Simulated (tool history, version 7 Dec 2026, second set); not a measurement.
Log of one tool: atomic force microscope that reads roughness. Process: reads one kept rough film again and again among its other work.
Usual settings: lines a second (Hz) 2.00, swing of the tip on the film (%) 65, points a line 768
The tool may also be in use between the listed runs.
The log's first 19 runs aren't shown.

run,hour,lines a second (Hz),swing of the tip on the film (%),points a line,pictures with this tip,hours of work since the height scale was calibrated,roughness of the kept film (nm (root mean square))
# hour 196.4: new tip fitted
# hour 203.9: height scale calibrated on a step standard, once more
20,204.7,2.00,64,768,16,1,3.510
21,217.8,0.53,62,556,43,11,3.362
22,229.5,0.90,65,768,68,20,3.120
23,241.4,3.84,65,768,93,29,2.791
24,253.0,3.84,65,768,118,38,2.655
25,267.6,3.84,65,768,149,49,2.448
26,274.6,2.23,80,685,163,54,2.357
27,287.4,3.39,73,768,190,64,2.231
28,294.7,1.71,65,854,206,70,2.289
# hour 296.7: new tip fitted
29,310.7,1.71,65,854,30,82,3.352
30,317.6,1.09,56,733,44,87,3.311

The next listed run, before its measurement:
31,326.8,1.87,58,548,64,94,?

{"run 31": {"roughness of the kept film (nm (root mean square))": 3.107}}
Without the tool's hidden state the same run would have given roughness of the kept film (nm (root mean square)) 3.719.
